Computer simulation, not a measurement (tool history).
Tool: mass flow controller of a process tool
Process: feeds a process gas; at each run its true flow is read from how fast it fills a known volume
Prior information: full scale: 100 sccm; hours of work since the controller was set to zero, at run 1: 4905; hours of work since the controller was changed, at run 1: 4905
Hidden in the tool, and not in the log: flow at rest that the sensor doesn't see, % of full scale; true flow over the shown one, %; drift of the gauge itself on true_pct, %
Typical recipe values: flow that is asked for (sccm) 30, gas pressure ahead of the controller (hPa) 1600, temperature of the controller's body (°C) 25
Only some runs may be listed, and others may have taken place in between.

run	hour	flow that is asked for (sccm)	gas pressure ahead of the controller (hPa)	temperature of the controller's body (°C)	hours of work since the controller was set to zero	hours of work since the controller was changed	true flow (%)
1	0	30	1600	25	4905	4905	99.15
2	33	30	1600	25	4922	4922	99.24
3	104.1	30	1520	25	4958	4958	99.3
4	168.1	81	1600	25	4990	4990	99.11
5	203.6	52	1600	25	5007	5007	98.95
6	258.4	30	1980	25	5035	5035	98.94
7	306.9	30	1600	25	5059	5059	99
8	368.4	30	1600	25	5090	5090	99.13
9	444.5	30	1600	25	5128	5128	99.17
10	490	30	1600	30	5151	5151	98.57
# hour 496.5: controller's zero set anew
11	551.7	20	1600	25	28	5182	101.39
12	598.5	30	1600	34	51	5205	99.37
13	679	30	1600	25	91	5245	100.31
# hour 683: controller's zero set anew, once more
14	752.5	30	1600	25	35	5282	97.53
15	806.4	30	1600	25	62	5309	97.65
16	863.1	53	1830	36	90	5338	96.64

Predict the results of run 17:
17	919.2	50	1660	32	118	5366	?

{"run 17": {"true flow (%)": 97.31}}
Had the tool carried no hidden state, the very same run would have given true flow (%) 98.83.
